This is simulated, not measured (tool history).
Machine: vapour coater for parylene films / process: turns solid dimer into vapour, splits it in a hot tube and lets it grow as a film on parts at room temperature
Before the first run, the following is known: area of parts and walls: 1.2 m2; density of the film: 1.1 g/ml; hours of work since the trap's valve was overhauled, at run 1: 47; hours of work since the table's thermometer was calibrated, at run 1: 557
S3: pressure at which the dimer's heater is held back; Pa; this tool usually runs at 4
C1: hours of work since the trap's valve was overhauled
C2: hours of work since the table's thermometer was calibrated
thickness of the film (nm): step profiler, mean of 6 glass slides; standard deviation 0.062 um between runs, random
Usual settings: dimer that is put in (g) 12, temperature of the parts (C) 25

run 1 hour=0 | dimer_that_is_put_in_(g)=12 temperature_of_the_parts_(C)=25 S3=4 | C1=47 C2=557 | thickness_of_the_film_(nm)=7300
run 2 hour=34.1 | dimer_that_is_put_in_(g)=16 temperature_of_the_parts_(C)=25 S3=4 | C1=62 C2=573 | thickness_of_the_film_(nm)=9860
run 3 hour=55.6 | dimer_that_is_put_in_(g)=16 temperature_of_the_parts_(C)=25 S3=4.54 | C1=72 C2=582 | thickness_of_the_film_(nm)=9630
run 4 hour=81.2 | dimer_that_is_put_in_(g)=16 temperature_of_the_parts_(C)=25 S3=4.54 | C1=83 C2=593 | thickness_of_the_film_(nm)=9610
run 5 hour=123.5 | dimer_that_is_put_in_(g)=16 temperature_of_the_parts_(C)=25 S3=4.54 | C1=102 C2=612 | thickness_of_the_film_(nm)=9590
run 6 hour=160.1 | dimer_that_is_put_in_(g)=16 temperature_of_the_parts_(C)=25 S3=4.54 | C1=118 C2=628 | thickness_of_the_film_(nm)=9580
run 7 hour=202.8 | dimer_that_is_put_in_(g)=16 temperature_of_the_parts_(C)=25 S3=4.54 | C1=137 C2=647 | thickness_of_the_film_(nm)=9610
run 8 hour=239 | dimer_that_is_put_in_(g)=5 temperature_of_the_parts_(C)=25 S3=4 | C1=153 C2=663 | thickness_of_the_film_(nm)=3070
run 9 hour=260.4 | dimer_that_is_put_in_(g)=19 temperature_of_the_parts_(C)=31 S3=5.64 | C1=162 C2=673 | thickness_of_the_film_(nm)=8250
run 10 hour=299.8 | dimer_that_is_put_in_(g)=14 temperature_of_the_parts_(C)=25 S3=2.83 | C1=180 C2=690 | thickness_of_the_film_(nm)=9040
run 11 hour=323.1 | dimer_that_is_put_in_(g)=14 temperature_of_the_parts_(C)=25 S3=2.83 | C1=190 C2=700 | thickness_of_the_film_(nm)=9210
run 12 hour=359.1 | dimer_that_is_put_in_(g)=5 temperature_of_the_parts_(C)=20 S3=4 | C1=206 C2=716 | thickness_of_the_film_(nm)=3730
run 13 hour=397.8 | dimer_that_is_put_in_(g)=5 temperature_of_the_parts_(C)=20 S3=4 | C1=223 C2=734 | thickness_of_the_film_(nm)=3690

Alternative continuations, all from the tool just after run 13; predict every row:
run A hour=432.8 | dimer_that_is_put_in_(g)=22 temperature_of_the_parts_(C)=32 S3=4 | C1=239 C2=749 | thickness_of_the_film_(nm)=?
run B hour=432.8 | dimer_that_is_put_in_(g)=21 temperature_of_the_parts_(C)=25 S3=3.11 | C1=239 C2=749 | thickness_of_the_film_(nm)=?
run C hour=432.8 | dimer_that_is_put_in_(g)=12 temperature_of_the_parts_(C)=20 S3=4 | C1=239 C2=749 | thickness_of_the_film_(nm)=?
run D hour=432.8 | dimer_that_is_put_in_(g)=12 temperature_of_the_parts_(C)=20 S3=4 | C1=239 C2=749 | thickness_of_the_film_(nm)=?

run=A thickness_of_the_film_(nm)=9710
run=B thickness_of_the_film_(nm)=13640
run=C thickness_of_the_film_(nm)=8850
run=D thickness_of_the_film_(nm)=8950
With no hidden state in the tool, these same runs would have given:
run=A thickness_of_the_film_(nm)=9720
run=B thickness_of_the_film_(nm)=13650
run=C thickness_of_the_film_(nm)=8870
run=D thickness_of_the_film_(nm)=8960
